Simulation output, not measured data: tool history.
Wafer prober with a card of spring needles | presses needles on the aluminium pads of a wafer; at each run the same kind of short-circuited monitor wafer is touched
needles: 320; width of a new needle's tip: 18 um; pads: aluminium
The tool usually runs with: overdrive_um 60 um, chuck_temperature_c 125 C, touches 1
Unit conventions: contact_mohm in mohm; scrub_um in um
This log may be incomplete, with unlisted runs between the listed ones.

{"run": 1, "day": 0.0, "overdrive_um": 60, "chuck_temperature_c": 125, "touches": 1, "contact_mohm": 248, "scrub_um": 9.56}
{"day": 0.862, "done": "tips cleaned on abrasive film"}
{"run": 2, "day": 0.862, "overdrive_um": 60, "chuck_temperature_c": 41, "touches": 1, "contact_mohm": 224, "scrub_um": 9.58}
{"day": 1.717, "done": "tips cleaned on abrasive film"}
{"run": 3, "day": 2.108, "overdrive_um": 60, "chuck_temperature_c": 41, "touches": 1, "contact_mohm": 272, "scrub_um": 9.53}
{"day": 2.592, "done": "tips cleaned on abrasive film"}
{"run": 4, "day": 3.067, "overdrive_um": 60, "chuck_temperature_c": 41, "touches": 1, "contact_mohm": 281, "scrub_um": 9.52}
{"day": 3.475, "done": "tips cleaned on abrasive film"}
{"run": 5, "day": 4.046, "overdrive_um": 60, "chuck_temperature_c": 41, "touches": 1, "contact_mohm": 289, "scrub_um": 9.52}
{"day": 4.358, "done": "tips cleaned on abrasive film"}
{"run": 6, "day": 5.021, "overdrive_um": 60, "chuck_temperature_c": 41, "touches": 1, "contact_mohm": 287, "scrub_um": 9.56}
{"day": 5.192, "done": "tips cleaned on abrasive film"}
{"run": 7, "day": 5.9, "overdrive_um": 60, "chuck_temperature_c": 41, "touches": 1, "contact_mohm": 296, "scrub_um": 9.49}
{"day": 6.025, "done": "tips cleaned on abrasive film"}
{"run": 8, "day": 6.75, "overdrive_um": 60, "chuck_temperature_c": 31, "touches": 1, "contact_mohm": 292, "scrub_um": 9.52}
{"day": 6.867, "done": "tips cleaned on abrasive film"}
{"day": 7.788, "done": "tips cleaned on abrasive film"}
{"run": 9, "day": 8.088, "overdrive_um": 60, "chuck_temperature_c": 31, "touches": 1, "contact_mohm": 263, "scrub_um": 9.47}
{"day": 8.712, "done": "tips cleaned on abrasive film"}
{"run": 10, "day": 9.288, "overdrive_um": 60, "chuck_temperature_c": 31, "touches": 1, "contact_mohm": 286, "scrub_um": 9.44}
{"day": 9.583, "done": "tips cleaned on abrasive film"}
{"run": 11, "day": 10.021, "overdrive_um": 60, "chuck_temperature_c": 31, "touches": 1, "contact_mohm": 274, "scrub_um": 9.44}
{"day": 10.417, "done": "tips cleaned on abrasive film"}
{"day": 11.258, "done": "tips cleaned on abrasive film"}
{"run": 12, "day": 11.308, "overdrive_um": 60, "chuck_temperature_c": 31, "touches": 1, "contact_mohm": 232, "scrub_um": 9.47}
{"day": 12.175, "done": "tips cleaned on abrasive film"}
{"run": 13, "day": 12.642, "overdrive_um": 59, "chuck_temperature_c": 125, "touches": 1, "contact_mohm": 295, "scrub_um": 9.27}
{"day": 12.733, "done": "height of the first contact set anew"}
{"day": 13.071, "done": "tips cleaned on abrasive film"}
{"run": 14, "day": 13.667, "overdrive_um": 59, "chuck_temperature_c": 125, "touches": 1, "contact_mohm": 305, "scrub_um": 9.5}
{"day": 13.979, "done": "tips cleaned on abrasive film"}
{"day": 14.9, "done": "tips cleaned on abrasive film"}
{"run": 15, "day": 14.971, "overdrive_um": 60, "chuck_temperature_c": 125, "touches": 1, "contact_mohm": 260, "scrub_um": 9.59}
{"day": 15.804, "done": "tips cleaned on abrasive film"}
{"run": 16, "day": 16.071, "overdrive_um": 60, "chuck_temperature_c": 101, "touches": 1, "contact_mohm": 274, "scrub_um": 9.58}
{"day": 16.733, "done": "tips cleaned on abrasive film"}
{"run": 17, "day": 17.15, "overdrive_um": 60, "chuck_temperature_c": 125, "touches": 2, "contact_mohm": 272, "scrub_um": 9.6}
{"day": 17.662, "done": "tips cleaned on abrasive film"}
{"run": 18, "day": 18.021, "overdrive_um": 60, "chuck_temperature_c": 125, "touches": 2, "contact_mohm": 267, "scrub_um": 9.59}
{"day": 18.5, "done": "tips cleaned on abrasive film"}
{"run": 19, "day": 19.204, "overdrive_um": 60, "chuck_temperature_c": 125, "touches": 1, "contact_mohm": 304, "scrub_um": 9.55}
{"day": 19.438, "done": "tips cleaned on abrasive film"}
{"day": 20.342, "done": "tips cleaned on abrasive film"}
{"run": 20, "day": 20.412, "overdrive_um": 44, "chuck_temperature_c": 109, "touches": 1, "contact_mohm": 269, "scrub_um": 6.98}
{"run": 21, "day": 21.146, "overdrive_um": 44, "chuck_temperature_c": 109, "touches": 1, "contact_mohm": 365, "scrub_um": 6.96}
{"day": 21.221, "done": "tips cleaned on abrasive film"}
{"day": 22.062, "done": "tips cleaned on abrasive film"}
{"run": 22, "day": 22.212, "overdrive_um": 69, "chuck_temperature_c": 56, "touches": 1, "contact_mohm": 249, "scrub_um": 10.94}
{"day": 22.967, "done": "tips cleaned on abrasive film"}
{"run": 23, "day": 23.517, "overdrive_um": 69, "chuck_temperature_c": 56, "touches": 1, "contact_mohm": 281, "scrub_um": 10.99}
{"day": 23.867, "done": "tips cleaned on abrasive film"}
{"run": 24, "day": 24.367, "overdrive_um": 68, "chuck_temperature_c": 58, "touches": 1, "contact_mohm": 274, "scrub_um": 10.83}
{"day": 24.75, "done": "tips cleaned on abrasive film"}
{"run": 25, "day": 25.475, "overdrive_um": 60, "chuck_temperature_c": 33, "touches": 2, "contact_mohm": 264, "scrub_um": 9.53}
{"day": 25.696, "done": "tips cleaned on abrasive film"}
{"day": 26.596, "done": "tips cleaned on abrasive film"}
{"run": 26, "day": 26.808, "overdrive_um": 63, "chuck_temperature_c": 125, "touches": 2, "contact_mohm": 260, "scrub_um": 9.99}
{"day": 27.438, "done": "tips cleaned on abrasive film"}
{"run": 27, "day": 28.017, "overdrive_um": 77, "chuck_temperature_c": 115, "touches": 2, "contact_mohm": 259, "scrub_um": 12.32}
{"day": 28.283, "done": "tips cleaned on abrasive film"}
{"day": 29.196, "done": "tips cleaned on abrasive film"}
{"run": 28, "day": 29.338, "overdrive_um": 77, "chuck_temperature_c": 115, "touches": 2, "contact_mohm": 242, "scrub_um": 12.17}
{"day": 30.029, "done": "tips cleaned on abrasive film"}
{"run": 29, "day": 30.05, "overdrive_um": 77, "chuck_temperature_c": 115, "touches": 2, "contact_mohm": 237, "scrub_um": 12.21}
{"day": 30.862, "done": "tips cleaned on abrasive film"}
{"run": 30, "day": 31.125, "overdrive_um": 60, "chuck_temperature_c": 48, "touches": 1, "contact_mohm": 265, "scrub_um": 9.48}
{"day": 31.717, "done": "tips cleaned on abrasive film"}
{"run": 31, "day": 32.454, "overdrive_um": 60, "chuck_temperature_c": 48, "touches": 1, "contact_mohm": 300, "scrub_um": 9.43}
{"day": 32.588, "done": "tips cleaned on abrasive film"}
{"run": 32, "day": 33.121, "overdrive_um": 52, "chuck_temperature_c": 125, "touches": 2, "contact_mohm": 283, "scrub_um": 8.19}

Some steps in contact_mohm, run to run, broken into two amounts with sign: the step expected even without the hidden condition (settings, incoming material, random variation), and the rest, left for the hidden condition together with whatever gauge scatter is not in both the measured and the hidden-condition-free result:
The hidden state here: debris on the tips, nm; way that the needles fall short of the set height, um; tips' diameter, um; drift of the gauge itself on contact_mohm, %; drift of the gauge itself on scrub_um, %.
Run 2 -> 3: tips cleaned on abrasive film. contact_mohm +48 mohm: hidden state +53, all else -5.
Run 12 -> 13: overdrive_um 60 -> 59, chuck_temperature_c 31 -> 125, tips cleaned on abrasive film. contact_mohm +63 mohm: hidden state +40, all else +23.
Run 20 -> 21: no setting changed, nothing entered. contact_mohm +96 mohm: hidden state +99, all else -3.
Run 21 -> 22: overdrive_um 44 -> 69, chuck_temperature_c 109 -> 56, tips cleaned on abrasive film, tips cleaned on abrasive film. contact_mohm -116 mohm: hidden state -97, all else -19.

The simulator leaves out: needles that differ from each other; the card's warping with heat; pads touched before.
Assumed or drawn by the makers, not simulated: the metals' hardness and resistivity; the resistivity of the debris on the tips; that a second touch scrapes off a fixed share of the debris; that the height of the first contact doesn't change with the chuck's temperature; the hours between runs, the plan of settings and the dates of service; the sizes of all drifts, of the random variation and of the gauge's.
